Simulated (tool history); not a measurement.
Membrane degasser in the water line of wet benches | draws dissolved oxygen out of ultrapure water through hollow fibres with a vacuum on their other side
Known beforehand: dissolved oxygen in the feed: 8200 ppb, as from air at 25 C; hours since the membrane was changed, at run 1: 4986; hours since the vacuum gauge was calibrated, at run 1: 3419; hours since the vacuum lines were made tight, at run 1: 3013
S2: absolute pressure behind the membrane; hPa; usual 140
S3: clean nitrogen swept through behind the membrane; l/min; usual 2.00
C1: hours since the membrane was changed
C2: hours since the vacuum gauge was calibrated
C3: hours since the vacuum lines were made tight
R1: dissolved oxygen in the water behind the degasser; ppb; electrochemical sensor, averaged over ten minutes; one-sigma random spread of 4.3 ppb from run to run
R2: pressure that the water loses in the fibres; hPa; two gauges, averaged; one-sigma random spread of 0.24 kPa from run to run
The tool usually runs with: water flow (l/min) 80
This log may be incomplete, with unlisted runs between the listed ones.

run 1 hour=0.0 | water_flow_(l/min)=80 S2=140 S3=2.00 | C1=4986 C2=3419 C3=3013 | R1=891.2 R2=636.0
run 2 hour=216.7 | water_flow_(l/min)=80 S2=140 S3=2.00 | C1=5202 C2=3636 C3=3229 | R1=887.3 R2=640.7
run 3 hour=391.6 | water_flow_(l/min)=80 S2=140 S3=2.00 | C1=5377 C2=3811 C3=3404 | R1=885.3 R2=638.3
run 4 hour=609.7 | water_flow_(l/min)=80 S2=140 S3=2.00 | C1=5595 C2=4029 C3=3622 | R1=886.4 R2=637.4
run 5 hour=759.8 | water_flow_(l/min)=80 S2=140 S3=2.00 | C1=5745 C2=4179 C3=3772 | R1=886.4 R2=637.6
run 6 hour=1095.9 | water_flow_(l/min)=80 S2=140 S3=2.00 | C1=6082 C2=4515 C3=4108 | R1=896.4 R2=643.4
run 7 hour=1369.1 | water_flow_(l/min)=80 S2=140 S3=1.93 | C1=6355 C2=4788 C3=4382 | R1=916.9 R2=642.3
run 8 hour=1662.8 | water_flow_(l/min)=80 S2=140 S3=1.93 | C1=6649 C2=5082 C3=4675 | R1=918.1 R2=643.8
run 9 hour=1975.0 | water_flow_(l/min)=80 S2=140 S3=1.93 | C1=6961 C2=5394 C3=4988 | R1=925.5 R2=644.2
-- hour=2097.5 vacuum gauge calibrated
run 10 hour=2143.2 | water_flow_(l/min)=80 S2=140 S3=2.00 | C1=7128 C2=46 C3=5155 | R1=880.7 R2=646.0
run 11 hour=2411.0 | water_flow_(l/min)=59 S2=140 S3=2.00 | C1=7396 C2=314 C3=5423 | R1=665.2 R2=476.7
run 12 hour=2586.0 | water_flow_(l/min)=80 S2=140 S3=2.00 | C1=7571 C2=488 C3=5598 | R1=871.0 R2=650.9
-- hour=2773.1 seals of the vacuum lines changed
run 13 hour=2912.9 | water_flow_(l/min)=70 S2=140 S3=2.00 | C1=7896 C2=813 C3=140 | R1=776.7 R2=567.6
run 14 hour=3158.3 | water_flow_(l/min)=80 S2=166 S3=2.00 | C1=8142 C2=1059 C3=385 | R1=1050.0 R2=646.3
run 15 hour=3322.0 | water_flow_(l/min)=90 S2=166 S3=1.02 | C1=8305 C2=1222 C3=549 | R1=1743.0 R2=731.1
run 16 hour=3514.7 | water_flow_(l/min)=90 S2=166 S3=1.02 | C1=8498 C2=1415 C3=742 | R1=1762.1 R2=730.3
run 17 hour=3855.9 | water_flow_(l/min)=105 S2=239 S3=2.00 | C1=8839 C2=1756 C3=1083 | R1=1871.7 R2=854.8
run 18 hour=4030.6 | water_flow_(l/min)=105 S2=239 S3=2.00 | C1=9014 C2=1931 C3=1257 | R1=1865.7 R2=852.5
run 19 hour=4170.7 | water_flow_(l/min)=120 S2=239 S3=2.00 | C1=9154 C2=2071 C3=1398 | R1=2056.5 R2=983.7
run 20 hour=4392.9 | water_flow_(l/min)=102 S2=140 S3=2.55 | C1=9376 C2=2293 C3=1620 | R1=978.0 R2=828.2
run 21 hour=4628.0 | water_flow_(l/min)=62 S2=170 S3=3.84 | C1=9611 C2=2528 C3=1855 | R1=526.0 R2=508.2
run 22 hour=4831.3 | water_flow_(l/min)=62 S2=170 S3=3.84 | C1=9814 C2=2732 C3=2058 | R1=532.9 R2=507.9
-- hour=4948.2 membrane cartridge changed
run 23 hour=5124.3 | water_flow_(l/min)=62 S2=170 S3=3.84 | C1=176 C2=3021 C3=2347 | R1=521.3 R2=480.2
run 24 hour=5405.8 | water_flow_(l/min)=127 S2=140 S3=5.32 | C1=458 C2=3302 C3=2629 | R1=796.6 R2=984.2
run 25 hour=5624.4 | water_flow_(l/min)=80 S2=84 S3=2.00 | C1=676 C2=3521 C3=2847 | R1=499.9 R2=625.4
run 26 hour=5763.9 | water_flow_(l/min)=98 S2=98 S3=5.89 | C1=816 C2=3660 C3=2987 | R1=393.7 R2=765.6
run 27 hour=6084.5 | water_flow_(l/min)=65 S2=262 S3=2.00 | C1=1136 C2=3981 C3=3307 | R1=1396.1 R2=505.9
run 28 hour=6390.5 | water_flow_(l/min)=65 S2=262 S3=2.00 | C1=1442 C2=4287 C3=3613 | R1=1387.9 R2=510.0

Forecast each of these 3 alternatives for the next run:
run A hour=6726.6 | water_flow_(l/min)=80 S2=203 S3=2.95 | C1=1778 C2=4623 C3=3950 | R1=? R2=?
run B hour=6726.6 | water_flow_(l/min)=65 S2=123 S3=2.00 | C1=1778 C2=4623 C3=3950 | R1=? R2=?
run C hour=6726.6 | water_flow_(l/min)=98 S2=140 S3=3.23 | C1=1778 C2=4623 C3=3950 | R1=? R2=?

run=A R1=984.7 R2=620.8
run=B R1=640.4 R2=507.2
run=C R1=804.0 R2=768.7
Without the tool's hidden state the same runs would have given:
run=A R1=962.2 R2=614.8
run=B R1=614.3 R2=502.3
run=C R1=776.8 R2=761.4
